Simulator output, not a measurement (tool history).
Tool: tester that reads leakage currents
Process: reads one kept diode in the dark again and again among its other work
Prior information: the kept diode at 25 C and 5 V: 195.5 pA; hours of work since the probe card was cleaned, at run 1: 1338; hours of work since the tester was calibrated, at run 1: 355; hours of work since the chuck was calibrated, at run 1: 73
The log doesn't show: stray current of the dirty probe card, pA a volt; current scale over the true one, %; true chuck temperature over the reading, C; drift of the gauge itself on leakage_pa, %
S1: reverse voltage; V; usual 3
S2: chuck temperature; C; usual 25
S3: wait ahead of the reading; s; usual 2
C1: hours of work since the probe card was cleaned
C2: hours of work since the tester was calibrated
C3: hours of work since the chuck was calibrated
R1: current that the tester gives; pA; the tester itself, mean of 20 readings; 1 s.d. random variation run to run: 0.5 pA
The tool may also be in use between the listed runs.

Run 1, hour 0: usual settings; C1 1338; C2 355; C3 73. Result: R1 171.32 pA.
Run 2, hour 47.4: usual settings; C1 1363; C2 380; C3 98. Result: R1 170.62 pA.
Run 3, hour 94.3: usual settings; C1 1388; C2 405; C3 123. Result: R1 170.62 pA.
Run 4, hour 119: usual settings; C1 1401; C2 418; C3 136. Result: R1 171.98 pA.
Run 5, hour 143.1: usual settings; C1 1414; C2 430; C3 149. Result: R1 171.61 pA.
Run 6, hour 189.4: usual settings; C1 1438; C2 455; C3 173. Result: R1 171.52 pA.
Run 7, hour 211.1: usual settings; C1 1449; C2 466; C3 184. Result: R1 172.32 pA.
Run 8, hour 254.8: usual settings; C1 1473; C2 489; C3 208. Result: R1 172.2 pA.
Run 9, hour 277: usual settings; C1 1484; C2 501; C3 219. Result: R1 172.57 pA.
Run 10, hour 315.2: usual settings but S3 0.6 s; C1 1505; C2 521; C3 240. Result: R1 174.34 pA.
Run 11, hour 338.4: usual settings but S3 0.6 s; C1 1517; C2 534; C3 252. Result: R1 173.65 pA.
Run 12, hour 367.9: usual settings but S3 8.61 s; C1 1532; C2 549; C3 267. Result: R1 172.69 pA.
Run 13, hour 387.9: usual settings but S2 56 C; C1 1543; C2 560; C3 278. Result: R1 1854.9 pA.
Run 14, hour 413: usual settings but S1 3.28 V, S2 56 C, S3 0.49 s; C1 1556; C2 573; C3 291. Result: R1 1894.3 pA.
At hour 419.2: chuck's temperature calibrated.
Run 15, hour 456.6: usual settings but S1 3.28 V, S2 56 C, S3 0.49 s; C1 1578; C2 595; C3 20. Result: R1 1923.08 pA.
Run 16, hour 484.6: usual settings but S1 2.9 V, S2 28 C, S3 0.73 s; C1 1593; C2 610; C3 35. Result: R1 222.23 pA.
Run 17, hour 530.3: usual settings but S1 2.11 V, S2 28 C, S3 0.73 s; C1 1617; C2 634; C3 59. Result: R1 200.3 pA.
Run 18, hour 565.1: usual settings but S1 2.56 V, S2 44 C, S3 1.47 s; C1 1636; C2 653; C3 77. Result: R1 746.15 pA.
At hour 609.3: chuck's temperature calibrated, once more.
Run 19, hour 609.3: usual settings but S1 19.44 V, S2 32 C, S3 5.73 s; C1 1658; C2 675; C3 0. Result: R1 578.28 pA.
At hour 626.3: probe card cleaned and baked.
Run 20, hour 654.1: usual settings but S1 17.02 V, S2 59 C; C1 15; C2 697; C3 22. Result: R1 3940.14 pA.
Run 21, hour 696.4: usual settings but S1 1.21 V, S2 29 C, S3 0.5 s; C1 37; C2 719; C3 45. Result: R1 174.4 pA.
Run 22, hour 724.6: usual settings but S1 1.21 V, S2 31 C, S3 0.37 s; C1 52; C2 734; C3 59. Result: R1 203.36 pA.
Run 23, hour 754: usual settings but S1 1.21 V, S2 31 C, S3 0.37 s; C1 68; C2 750; C3 75. Result: R1 204.27 pA.
Run 24, hour 786.5: usual settings but S2 53 C, S3 0.42 s; C1 85; C2 767; C3 92. Result: R1 1481.76 pA.
Run 25, hour 807.2: usual settings but S2 53 C, S3 0.42 s; C1 96; C2 778; C3 103. Result: R1 1483.26 pA.

Predict each of these 5 candidate next runs independently; none follows another, all start after run 25:
Run A, hour 844.2: usual settings but S1 1.58 V, S2 26 C, S3 7.79 s; C1 115; C2 798; C3 123. Result: R1 ?.
Run B, hour 844.2: usual settings but S1 16.75 V, S3 0.3 s; C1 115; C2 798; C3 123. Result: R1 ?.
Run C, hour 844.2: usual settings but S1 1.16 V; C1 115; C2 798; C3 123. Result: R1 ?.
Run D, hour 844.2: usual settings but S2 23 C, S3 7.46 s; C1 115; C2 798; C3 123. Result: R1 ?.
Run E, hour 844.2: usual settings but S1 7.53 V; C1 115; C2 798; C3 123. Result: R1 ?.

run      R1
  A   146.9
  B  309.82
  C  122.62
  D  141.42
  E  226.67
The same runs, with their run-to-run variation unchanged, on a tool lacking any hidden condition would have given:
run      R1
  A  145.86
  B  306.39
  C  121.76
  D  140.27
  E  224.57

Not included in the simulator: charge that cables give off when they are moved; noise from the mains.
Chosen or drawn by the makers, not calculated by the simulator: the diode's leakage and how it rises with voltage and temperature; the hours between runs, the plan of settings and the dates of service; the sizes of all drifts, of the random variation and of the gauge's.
